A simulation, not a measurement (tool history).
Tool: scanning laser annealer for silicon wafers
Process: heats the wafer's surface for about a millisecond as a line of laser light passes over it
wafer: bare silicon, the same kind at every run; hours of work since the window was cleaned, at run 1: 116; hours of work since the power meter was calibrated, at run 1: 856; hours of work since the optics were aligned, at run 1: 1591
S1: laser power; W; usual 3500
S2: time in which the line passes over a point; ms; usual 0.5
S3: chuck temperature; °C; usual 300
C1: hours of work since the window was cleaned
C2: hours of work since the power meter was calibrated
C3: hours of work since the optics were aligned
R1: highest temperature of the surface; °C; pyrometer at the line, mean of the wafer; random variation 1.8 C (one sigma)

| run | hour | S1 | S2 | S3 | C1 | C2 | C3 | R1 |
|---|---|---|---|---|---|---|---|---|
| 1 | 0 | 3500 | 0.5 | 300 | 116 | 856 | 1591 | 1003 |
| 2 | 57.7 | 3500 | 0.5 | 300 | 144 | 884 | 1619 | 1002 |
| 3 | 88.9 | 3500 | 0.5 | 300 | 159 | 900 | 1634 | 1004 |
|  | 139.4 | optics aligned, line set to its width |
| 4 | 160.6 | 3500 | 0.5 | 300 | 191 | 932 | 10 | 999 |
| 5 | 201.9 | 3500 | 0.5 | 300 | 211 | 952 | 30 | 993 |
| 6 | 246.4 | 3500 | 0.5 | 300 | 233 | 974 | 52 | 995 |
| 7 | 305.8 | 3500 | 0.372 | 300 | 262 | 1002 | 81 | 909 |
| 8 | 359.9 | 3500 | 0.5 | 309 | 288 | 1029 | 107 | 1007 |
| 9 | 393.3 | 3500 | 0.5 | 309 | 304 | 1045 | 123 | 1002 |
| 10 | 449.1 | 3500 | 0.504 | 274 | 331 | 1072 | 150 | 970 |
| 11 | 494 | 3774 | 0.376 | 305 | 353 | 1094 | 172 | 963 |
|  | 505.6 | optics aligned, line set to its width, once more |
| 12 | 568.2 | 3388 | 0.376 | 305 | 387 | 1127 | 30 | 903 |
| 13 | 633.9 | 3500 | 0.351 | 282 | 418 | 1159 | 62 | 880 |
| 14 | 672.6 | 3646 | 0.465 | 300 | 437 | 1178 | 81 | 1005 |
| 15 | 713.2 | 3646 | 0.465 | 300 | 457 | 1198 | 101 | 1009 |

Forecast each of these 4 alternatives for the next run:
| A | 752.3 | 3500 | 0.5 | 294 | 476 | 1217 | 120 | ? |
| B | 752.3 | 3638 | 0.5 | 274 | 476 | 1217 | 120 | ? |
| C | 752.3 | 3646 | 0.434 | 321 | 476 | 1217 | 120 | ? |
| D | 752.3 | 3246 | 0.577 | 269 | 476 | 1217 | 120 | ? |

| run | R1 |
|---|---|
| A | 993 |
| B | 1001 |
| C | 1006 |
| D | 959 |
Without the tool's hidden state the same runs would have given:
| run | R1 |
|---|---|
| A | 1006 |
| B | 1014 |
| C | 1019 |
| D | 971 |
